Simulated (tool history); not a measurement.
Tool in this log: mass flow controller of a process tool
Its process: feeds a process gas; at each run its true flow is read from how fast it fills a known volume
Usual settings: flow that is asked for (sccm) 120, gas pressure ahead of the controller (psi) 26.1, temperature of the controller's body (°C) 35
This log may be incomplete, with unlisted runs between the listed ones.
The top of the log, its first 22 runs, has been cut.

run,hour,flow that is asked for (sccm),gas pressure ahead of the controller (psi),temperature of the controller's body (°C),hours of work since the controller was set to zero,hours of work since the controller was changed,true flow (%)
23,1032.5,120,26.1,30,2668,2668,100.36
24,1087.2,120,26.1,35,2710,2710,100.72
25,1142.1,73,20.7,23,2753,2753,99.66
26,1186.7,120,25.4,33,2788,2788,100.73
27,1260.2,36,30.3,35,2845,2845,100.09
28,1332.0,36,30.3,35,2900,2900,100.01
29,1399.4,36,30.3,35,2953,2953,100.08
30,1432.6,179,23.2,30,2979,2979,101.36
31,1511.1,25,28.3,40,3039,3039,100.19
32,1562.1,25,28.3,40,3079,3079,100.32
33,1626.0,93,26.1,30,3129,3129,100.52
34,1659.3,93,39.2,29,3154,3154,100.28
35,1709.9,93,39.2,29,3194,3194,100.32
36,1770.2,144,26.1,31,3240,3240,101.20
37,1842.3,144,26.1,31,3296,3296,101.50
38,1912.9,144,26.1,31,3351,3351,101.35
39,1962.8,46,26.1,35,3390,3390,100.61
40,2002.5,43,35.4,40,3421,3421,100.83
41,2034.7,43,35.4,40,3446,3446,100.67
42,2077.3,21,26.1,23,3479,3479,99.65
43,2143.1,25,26.1,35,3530,3530,100.43
44,2182.9,146,24.4,36,3561,3561,101.98
# hour 2214.4: gauge calibrated
45,2247.9,146,24.4,36,3611,3611,100.17
46,2282.6,146,24.4,36,3638,3638,100.31
47,2353.6,186,24.4,23,3693,3693,100.00

Consider 4 possible next runs. They are alternatives, not a sequence: every one starts from the tool as it was left by run 47. What does each give?
A,2413.1,87,20.9,22,3739,3739,?
B,2413.1,186,38.3,34,3739,3739,?
C,2413.1,21,39.7,36,3739,3739,?
D,2413.1,120,26.1,30,3739,3739,?

run,true flow (%)
A,99.05
B,100.23
C,98.71
D,99.64
What these runs would have given with no unlogged condition in the tool:
run,true flow (%)
A,98.89
B,100.07
C,98.58
D,99.47
